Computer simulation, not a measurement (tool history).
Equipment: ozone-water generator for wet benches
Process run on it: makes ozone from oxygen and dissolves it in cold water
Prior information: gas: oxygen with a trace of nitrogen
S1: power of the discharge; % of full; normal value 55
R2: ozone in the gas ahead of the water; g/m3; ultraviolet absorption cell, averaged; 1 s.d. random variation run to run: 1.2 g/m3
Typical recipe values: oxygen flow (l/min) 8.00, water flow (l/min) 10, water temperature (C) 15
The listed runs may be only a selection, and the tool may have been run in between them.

{"run": 1, "day": 0.0, "S1": 55, "oxygen flow (l/min)": 8.0, "water flow (l/min)": 10, "water temperature (C)": 15, "dissolved ozone (ppm)": 35.5, "R2": 198.8}
{"run": 2, "day": 3.879, "S1": 55, "oxygen flow (l/min)": 4.17, "water flow (l/min)": 10, "water temperature (C)": 15, "dissolved ozone (ppm)": 42.3, "R2": 305.3}
{"run": 3, "day": 10.738, "S1": 55, "oxygen flow (l/min)": 8.0, "water flow (l/min)": 10, "water temperature (C)": 15, "dissolved ozone (ppm)": 34.9, "R2": 195.5}
{"run": 4, "day": 15.675, "S1": 55, "oxygen flow (l/min)": 8.0, "water flow (l/min)": 10, "water temperature (C)": 15, "dissolved ozone (ppm)": 34.3, "R2": 197.5}
{"run": 5, "day": 20.183, "S1": 55, "oxygen flow (l/min)": 8.0, "water flow (l/min)": 10, "water temperature (C)": 15, "dissolved ozone (ppm)": 34.3, "R2": 194.0}
{"run": 6, "day": 29.371, "S1": 55, "oxygen flow (l/min)": 8.0, "water flow (l/min)": 10, "water temperature (C)": 15, "dissolved ozone (ppm)": 34.3, "R2": 192.0}
{"day": 37.979, "done": "contactor cleaned"}
{"run": 7, "day": 37.979, "S1": 55, "oxygen flow (l/min)": 8.0, "water flow (l/min)": 10, "water temperature (C)": 15, "dissolved ozone (ppm)": 36.3, "R2": 191.5}
{"run": 8, "day": 46.058, "S1": 55, "oxygen flow (l/min)": 8.0, "water flow (l/min)": 10, "water temperature (C)": 15, "dissolved ozone (ppm)": 35.3, "R2": 190.7}
{"run": 9, "day": 53.758, "S1": 55, "oxygen flow (l/min)": 8.0, "water flow (l/min)": 10, "water temperature (C)": 15, "dissolved ozone (ppm)": 35.2, "R2": 189.0}
{"run": 10, "day": 57.704, "S1": 55, "oxygen flow (l/min)": 8.0, "water flow (l/min)": 10, "water temperature (C)": 15, "dissolved ozone (ppm)": 35.3, "R2": 189.6}
{"run": 11, "day": 65.433, "S1": 55, "oxygen flow (l/min)": 8.0, "water flow (l/min)": 10, "water temperature (C)": 15, "dissolved ozone (ppm)": 35.0, "R2": 188.5}
{"run": 12, "day": 71.121, "S1": 55, "oxygen flow (l/min)": 8.0, "water flow (l/min)": 10, "water temperature (C)": 15, "dissolved ozone (ppm)": 34.7, "R2": 188.9}
{"run": 13, "day": 77.925, "S1": 55, "oxygen flow (l/min)": 6.18, "water flow (l/min)": 10, "water temperature (C)": 15, "dissolved ozone (ppm)": 37.7, "R2": 224.1}
{"run": 14, "day": 84.938, "S1": 72, "oxygen flow (l/min)": 8.0, "water flow (l/min)": 10, "water temperature (C)": 15, "dissolved ozone (ppm)": 41.2, "R2": 224.4}
{"run": 15, "day": 92.096, "S1": 57, "oxygen flow (l/min)": 8.0, "water flow (l/min)": 13, "water temperature (C)": 15, "dissolved ozone (ppm)": 30.0, "R2": 188.9}
{"run": 16, "day": 97.604, "S1": 65, "oxygen flow (l/min)": 6.6, "water flow (l/min)": 10, "water temperature (C)": 15, "dissolved ozone (ppm)": 40.7, "R2": 238.1}
{"run": 17, "day": 104.729, "S1": 89, "oxygen flow (l/min)": 4.03, "water flow (l/min)": 8, "water temperature (C)": 9, "dissolved ozone (ppm)": 73.7, "R2": 409.3}
{"run": 18, "day": 110.342, "S1": 89, "oxygen flow (l/min)": 4.03, "water flow (l/min)": 8, "water temperature (C)": 9, "dissolved ozone (ppm)": 73.2, "R2": 408.4}
{"run": 19, "day": 117.95, "S1": 89, "oxygen flow (l/min)": 4.03, "water flow (l/min)": 8, "water temperature (C)": 9, "dissolved ozone (ppm)": 72.7, "R2": 400.8}
{"run": 20, "day": 122.612, "S1": 55, "oxygen flow (l/min)": 8.74, "water flow (l/min)": 10, "water temperature (C)": 11, "dissolved ozone (ppm)": 34.4, "R2": 170.9}
{"run": 21, "day": 131.312, "S1": 83, "oxygen flow (l/min)": 7.05, "water flow (l/min)": 6, "water temperature (C)": 21, "dissolved ozone (ppm)": 49.5, "R2": 259.4}
{"run": 22, "day": 135.662, "S1": 83, "oxygen flow (l/min)": 7.05, "water flow (l/min)": 6, "water temperature (C)": 21, "dissolved ozone (ppm)": 49.5, "R2": 260.0}
{"day": 140.438, "done": "electrodes of the discharge changed"}
{"run": 23, "day": 141.729, "S1": 79, "oxygen flow (l/min)": 7.05, "water flow (l/min)": 8, "water temperature (C)": 20, "dissolved ozone (ppm)": 56.4, "R2": 325.3}
{"run": 24, "day": 148.675, "S1": 99, "oxygen flow (l/min)": 10.03, "water flow (l/min)": 12, "water temperature (C)": 17, "dissolved ozone (ppm)": 51.9, "R2": 310.6}
{"run": 25, "day": 152.658, "S1": 99, "oxygen flow (l/min)": 10.03, "water flow (l/min)": 12, "water temperature (C)": 17, "dissolved ozone (ppm)": 51.9, "R2": 312.8}
{"run": 26, "day": 158.954, "S1": 99, "oxygen flow (l/min)": 10.03, "water flow (l/min)": 12, "water temperature (C)": 17, "dissolved ozone (ppm)": 50.7, "R2": 308.2}
{"run": 27, "day": 166.125, "S1": 99, "oxygen flow (l/min)": 10.03, "water flow (l/min)": 12, "water temperature (C)": 17, "dissolved ozone (ppm)": 50.1, "R2": 308.8}

What if the next run were any one of these 4? Each begins from the tool's condition after run 27:
{"run": "A", "day": 174.1, "S1": 47, "oxygen flow (l/min)": 10.03, "water flow (l/min)": 12, "water temperature (C)": 18, "dissolved ozone (ppm)": "?", "R2": "?"}
{"run": "B", "day": 174.1, "S1": 55, "oxygen flow (l/min)": 12.17, "water flow (l/min)": 8, "water temperature (C)": 20, "dissolved ozone (ppm)": "?", "R2": "?"}
{"run": "C", "day": 174.1, "S1": 55, "oxygen flow (l/min)": 8.0, "water flow (l/min)": 8, "water temperature (C)": 12, "dissolved ozone (ppm)": "?", "R2": "?"}
{"run": "D", "day": 174.1, "S1": 57, "oxygen flow (l/min)": 5.71, "water flow (l/min)": 11, "water temperature (C)": 17, "dissolved ozone (ppm)": "?", "R2": "?"}

run=A dissolved_ozone_(ppm)=25.9 R2=162.5
run=B dissolved_ozone_(ppm)=30.5 R2=160.9
run=C dissolved_ozone_(ppm)=46.3 R2=216.0
run=D dissolved_ozone_(ppm)=40.3 R2=276.8
Had the tool no hidden state, the same runs would have come out as:
run=A dissolved_ozone_(ppm)=28.2 R2=165.7
run=B dissolved_ozone_(ppm)=33.0 R2=164.8
run=C dissolved_ozone_(ppm)=50.2 R2=221.2
run=D dissolved_ozone_(ppm)=43.9 R2=283.6
